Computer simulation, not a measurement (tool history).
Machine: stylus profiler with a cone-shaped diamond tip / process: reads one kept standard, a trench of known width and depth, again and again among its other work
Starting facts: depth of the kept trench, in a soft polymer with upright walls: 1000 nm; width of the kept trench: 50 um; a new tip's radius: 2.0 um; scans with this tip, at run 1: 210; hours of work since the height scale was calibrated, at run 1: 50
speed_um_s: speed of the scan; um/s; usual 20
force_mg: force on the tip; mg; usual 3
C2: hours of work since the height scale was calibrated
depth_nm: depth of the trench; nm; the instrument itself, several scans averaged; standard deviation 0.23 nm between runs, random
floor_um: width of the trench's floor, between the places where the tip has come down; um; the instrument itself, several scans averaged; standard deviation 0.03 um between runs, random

{"run": 1, "day": 0.0, "speed_um_s": 20, "force_mg": 3, "scans with this tip": 210, "C2": 50, "depth_nm": 1012.73, "floor_um": 46.57}
{"run": 2, "day": 1.004, "speed_um_s": 20, "force_mg": 3, "scans with this tip": 277, "C2": 66, "depth_nm": 1013.58, "floor_um": 46.49}
{"run": 3, "day": 2.5, "speed_um_s": 20, "force_mg": 1.7, "scans with this tip": 378, "C2": 91, "depth_nm": 1009.37, "floor_um": 46.47}
{"run": 4, "day": 3.588, "speed_um_s": 20, "force_mg": 1.7, "scans with this tip": 451, "C2": 108, "depth_nm": 1009.48, "floor_um": 46.49}
{"run": 5, "day": 5.558, "speed_um_s": 20, "force_mg": 1.7, "scans with this tip": 584, "C2": 140, "depth_nm": 1010.16, "floor_um": 46.48}
{"run": 6, "day": 7.058, "speed_um_s": 20, "force_mg": 1.7, "scans with this tip": 685, "C2": 164, "depth_nm": 1010.14, "floor_um": 46.48}
{"run": 7, "day": 8.571, "speed_um_s": 20, "force_mg": 3, "scans with this tip": 787, "C2": 189, "depth_nm": 1014.39, "floor_um": 46.48}
{"run": 8, "day": 10.012, "speed_um_s": 20, "force_mg": 3, "scans with this tip": 884, "C2": 212, "depth_nm": 1014.16, "floor_um": 46.5}
{"run": 9, "day": 11.196, "speed_um_s": 36, "force_mg": 3, "scans with this tip": 964, "C2": 231, "depth_nm": 1014.01, "floor_um": 46.42}
{"run": 10, "day": 12.479, "speed_um_s": 36, "force_mg": 3, "scans with this tip": 1051, "C2": 252, "depth_nm": 1014.54, "floor_um": 46.42}
{"run": 11, "day": 14.525, "speed_um_s": 36, "force_mg": 3, "scans with this tip": 1188, "C2": 285, "depth_nm": 1014.35, "floor_um": 46.4}
{"run": 12, "day": 15.908, "speed_um_s": 20, "force_mg": 3, "scans with this tip": 1282, "C2": 307, "depth_nm": 1014.8, "floor_um": 46.42}
{"day": 16.112, "done": "height scale calibrated on a step standard"}
{"run": 13, "day": 17.329, "speed_um_s": 20, "force_mg": 3, "scans with this tip": 1376, "C2": 20, "depth_nm": 1015.45, "floor_um": 46.42}
{"run": 14, "day": 18.788, "speed_um_s": 72, "force_mg": 3, "scans with this tip": 1474, "C2": 43, "depth_nm": 1015.7, "floor_um": 46.35}
{"run": 15, "day": 20.167, "speed_um_s": 72, "force_mg": 3, "scans with this tip": 1567, "C2": 65, "depth_nm": 1015.62, "floor_um": 46.3}
{"run": 16, "day": 21.792, "speed_um_s": 72, "force_mg": 3, "scans with this tip": 1677, "C2": 92, "depth_nm": 1015.6, "floor_um": 46.26}
{"run": 17, "day": 22.942, "speed_um_s": 72, "force_mg": 3, "scans with this tip": 1754, "C2": 110, "depth_nm": 1015.12, "floor_um": 46.22}
{"run": 18, "day": 25.121, "speed_um_s": 72, "force_mg": 3, "scans with this tip": 1901, "C2": 145, "depth_nm": 1016.31, "floor_um": 46.29}
{"run": 19, "day": 26.888, "speed_um_s": 8, "force_mg": 3, "scans with this tip": 2020, "C2": 174, "depth_nm": 1016.19, "floor_um": 46.36}
{"run": 20, "day": 28.9, "speed_um_s": 16, "force_mg": 3, "scans with this tip": 2155, "C2": 206, "depth_nm": 1016.22, "floor_um": 46.29}
{"day": 29.425, "done": "height scale calibrated on a step standard, once more"}
{"run": 21, "day": 30.85, "speed_um_s": 55, "force_mg": 1.86, "scans with this tip": 2286, "C2": 23, "depth_nm": 1009.34, "floor_um": 46.18}
{"run": 22, "day": 31.846, "speed_um_s": 55, "force_mg": 1.86, "scans with this tip": 2353, "C2": 39, "depth_nm": 1009.66, "floor_um": 46.21}
{"run": 23, "day": 33.575, "speed_um_s": 61, "force_mg": 1.22, "scans with this tip": 2469, "C2": 67, "depth_nm": 1007.4, "floor_um": 46.15}
{"run": 24, "day": 35.467, "speed_um_s": 19, "force_mg": 1.22, "scans with this tip": 2597, "C2": 98, "depth_nm": 1007.53, "floor_um": 46.33}
{"run": 25, "day": 37.404, "speed_um_s": 65, "force_mg": 1.22, "scans with this tip": 2727, "C2": 129, "depth_nm": 1007.51, "floor_um": 46.08}
{"run": 26, "day": 38.654, "speed_um_s": 65, "force_mg": 4.69, "scans with this tip": 2811, "C2": 149, "depth_nm": 1018.19, "floor_um": 46.22}
{"run": 27, "day": 39.883, "speed_um_s": 8, "force_mg": 4.69, "scans with this tip": 2894, "C2": 169, "depth_nm": 1017.8, "floor_um": 46.28}
{"run": 28, "day": 41.858, "speed_um_s": 8, "force_mg": 4.69, "scans with this tip": 3027, "C2": 201, "depth_nm": 1017.95, "floor_um": 46.29}
{"run": 29, "day": 42.933, "speed_um_s": 8, "force_mg": 4.69, "scans with this tip": 3100, "C2": 218, "depth_nm": 1018.27, "floor_um": 46.29}
{"run": 30, "day": 43.933, "speed_um_s": 8, "force_mg": 4.69, "scans with this tip": 3167, "C2": 234, "depth_nm": 1018.65, "floor_um": 46.29}
{"run": 31, "day": 45.417, "speed_um_s": 7, "force_mg": 7.66, "scans with this tip": 3267, "C2": 258, "depth_nm": 1025.24, "floor_um": 46.27}
{"run": 32, "day": 47.196, "speed_um_s": 28, "force_mg": 8.85, "scans with this tip": 3387, "C2": 287, "depth_nm": 1027.48, "floor_um": 46.24}
{"run": 33, "day": 48.312, "speed_um_s": 17, "force_mg": 7.08, "scans with this tip": 3462, "C2": 305, "depth_nm": 1023.82, "floor_um": 46.21}
{"run": 34, "day": 49.479, "speed_um_s": 17, "force_mg": 6.6, "scans with this tip": 3541, "C2": 324, "depth_nm": 1023.45, "floor_um": 46.2}
{"run": 35, "day": 50.417, "speed_um_s": 54, "force_mg": 1.19, "scans with this tip": 3604, "C2": 339, "depth_nm": 1008.4, "floor_um": 46.04}
{"run": 36, "day": 51.388, "speed_um_s": 6, "force_mg": 4.32, "scans with this tip": 3669, "C2": 355, "depth_nm": 1018.34, "floor_um": 46.25}
{"run": 37, "day": 53.046, "speed_um_s": 6, "force_mg": 4.32, "scans with this tip": 3781, "C2": 381, "depth_nm": 1018.14, "floor_um": 46.24}

For some of the steps in depth_nm from one run to the next: how much would appear even if the tool had no hidden state, given the settings, what came in and random variation, and how much remains for the hidden state plus any gauge scatter that the measured result and the result without hidden state don't share?
Hidden conditions of the tool in this case: radius of the tip, um; height scale over the true one, %; drift of the gauge itself on depth_nm, %; drift of the gauge itself on floor_um, %.
Run 12 -> 13: height scale calibrated on a step standard. depth_nm +0.65 nm: hidden state +0.74, all else -0.09.
Run 17 -> 18: no setting changed, nothing entered. depth_nm +1.19 nm: hidden state +0.18, all else +1.01.
Run 20 -> 21: speed_um_s 16 -> 55, force_mg 3 -> 1.86, height scale calibrated on a step standard, once more. depth_nm -6.88 nm: hidden state -3.34, all else -3.54.
Run 25 -> 26: force_mg 1.22 -> 4.69. depth_nm +10.68 nm: hidden state +0.09, all else +10.59.
Run 34 -> 35: speed_um_s 17 -> 54, force_mg 6.6 -> 1.19. depth_nm -15.05 nm: hidden state +0.06, all else -15.11.
Run 35 -> 36: speed_um_s 54 -> 6, force_mg 1.19 -> 4.32. depth_nm +9.94 nm: hidden state +0.08, all else +9.86.
